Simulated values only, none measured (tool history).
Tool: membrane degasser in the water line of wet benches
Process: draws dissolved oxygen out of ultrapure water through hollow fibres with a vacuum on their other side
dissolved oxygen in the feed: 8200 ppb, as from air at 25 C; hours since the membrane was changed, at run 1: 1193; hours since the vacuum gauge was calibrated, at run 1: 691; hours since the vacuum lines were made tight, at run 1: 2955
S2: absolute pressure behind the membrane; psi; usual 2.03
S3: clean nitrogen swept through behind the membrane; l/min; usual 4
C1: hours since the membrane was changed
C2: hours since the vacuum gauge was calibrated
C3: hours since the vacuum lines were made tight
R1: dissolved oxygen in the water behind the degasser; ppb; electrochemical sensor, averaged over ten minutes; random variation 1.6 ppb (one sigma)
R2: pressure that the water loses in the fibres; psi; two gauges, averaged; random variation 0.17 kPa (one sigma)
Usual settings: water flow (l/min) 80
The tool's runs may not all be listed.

Run 1, hour 0: usual settings; C1 1193; C2 691; C3 2955. Result: R1 461.9 ppb, R2 4.189 psi.
Run 2, hour 48.4: usual settings; C1 1241; C2 740; C3 3004. Result: R1 463.3 ppb, R2 4.242 psi.
Run 3, hour 73.4: usual settings; C1 1266; C2 764; C3 3029. Result: R1 466.8 ppb, R2 4.234 psi.
Run 4, hour 100.4: usual settings but water flow (l/min) 76; C1 1293; C2 792; C3 3056. Result: R1 444.5 ppb, R2 4.026 psi.
Run 5, hour 148.1: usual settings; C1 1341; C2 839; C3 3103. Result: R1 465.5 ppb, R2 4.199 psi.
Run 6, hour 192.9: usual settings; C1 1385; C2 884; C3 3148. Result: R1 464.3 ppb, R2 4.174 psi.
Run 7, hour 219.4: usual settings but water flow (l/min) 62; C1 1412; C2 910; C3 3175. Result: R1 371.3 ppb, R2 3.295 psi.
Run 8, hour 260.9: usual settings but water flow (l/min) 77; C1 1453; C2 952; C3 3216. Result: R1 451.2 ppb, R2 4.071 psi.
Run 9, hour 292.4: usual settings but water flow (l/min) 77; C1 1485; C2 984; C3 3248. Result: R1 449.9 ppb, R2 4.078 psi.
Run 10, hour 312.9: usual settings but water flow (l/min) 77; C1 1505; C2 1004; C3 3268. Result: R1 449.2 ppb, R2 4.093 psi.
Run 11, hour 342.6: usual settings; C1 1535; C2 1034; C3 3298. Result: R1 461.4 ppb, R2 4.226 psi.
Run 12, hour 371: usual settings but S2 2.1 psi; C1 1564; C2 1062; C3 3326. Result: R1 485.7 ppb, R2 4.202 psi.
Run 13, hour 420.5: usual settings but S2 1.78 psi, S3 1.9 l/min; C1 1613; C2 1112; C3 3376. Result: R1 718.3 ppb, R2 4.19 psi.
Run 14, hour 460.2: usual settings but S2 1.78 psi, S3 1.9 l/min; C1 1653; C2 1151; C3 3415. Result: R1 712.8 ppb, R2 4.194 psi.
Run 15, hour 495.7: usual settings but water flow (l/min) 123; C1 1688; C2 1187; C3 3451. Result: R1 671.6 ppb, R2 6.522 psi.
Run 16, hour 517.3: usual settings but water flow (l/min) 120, S3 1.64 l/min; C1 1710; C2 1208; C3 3473. Result: R1 1236.7 ppb, R2 6.305 psi.
Run 17, hour 545.8: usual settings but water flow (l/min) 120, S3 1.64 l/min; C1 1738; C2 1237; C3 3501. Result: R1 1234.6 ppb, R2 6.324 psi.
Run 18, hour 579.9: usual settings but water flow (l/min) 120, S3 1.64 l/min; C1 1772; C2 1271; C3 3535. Result: R1 1238.1 ppb, R2 6.351 psi.
Run 19, hour 611: usual settings but water flow (l/min) 75, S2 4.71 psi, S3 3.45 l/min; C1 1804; C2 1302; C3 3566. Result: R1 1217.4 ppb, R2 3.935 psi.
Run 20, hour 640.7: usual settings but water flow (l/min) 57, S2 1.32 psi; C1 1833; C2 1332; C3 3596. Result: R1 192.9 ppb, R2 3.023 psi.
Run 21, hour 672.8: usual settings but water flow (l/min) 85, S2 1.51 psi, S3 1.64 l/min; C1 1865; C2 1364; C3 3628. Result: R1 673.6 ppb, R2 4.418 psi.
Run 22, hour 705.4: usual settings but water flow (l/min) 60, S2 1.65 psi, S3 3.65 l/min; C1 1898; C2 1396; C3 3661. Result: R1 300.6 ppb, R2 3.175 psi.
Run 23, hour 731.8: usual settings but S2 5.02 psi; C1 1924; C2 1423; C3 3687. Result: R1 1221.1 ppb, R2 4.279 psi.
Run 24, hour 780.9: usual settings but water flow (l/min) 85, S2 1.74 psi; C1 1973; C2 1472; C3 3736. Result: R1 408.2 ppb, R2 4.493 psi.

5 ways to go on from here, each from the tool as it stands after run 24. What would each give?
Run A, hour 817.7: usual settings but water flow (l/min) 85, S2 4.53 psi; C1 2010; C2 1509; C3 3773. Result: R1 ?, R2 ?.
Run B, hour 817.7: usual settings but water flow (l/min) 85, S2 1.74 psi, S3 2.28 l/min; C1 2010; C2 1509; C3 3773. Result: R1 ?, R2 ?.
Run C, hour 817.7: usual settings but water flow (l/min) 85, S2 1.74 psi, S3 2.57 l/min; C1 2010; C2 1509; C3 3773. Result: R1 ?, R2 ?.
Run D, hour 817.7: usual settings but water flow (l/min) 64, S2 5.08 psi, S3 5.72 l/min; C1 2010; C2 1509; C3 3773. Result: R1 ?, R2 ?.
Run E, hour 817.7: usual settings but water flow (l/min) 50, S2 2.96 psi; C1 2010; C2 1509; C3 3773. Result: R1 ?, R2 ?.

run      R1     R2
  A  1158.6  4.472
  B   637.6  4.519
  C   580.3  4.482
  D   764.1  3.374
  E   479.1  2.654
Without the tool's hidden state the same runs would have given:
run      R1     R2
  A  1155.1  4.429
  B   632.6  4.477
  C   575.6  4.441
  D   761.5  3.342
  E   476.5   2.63
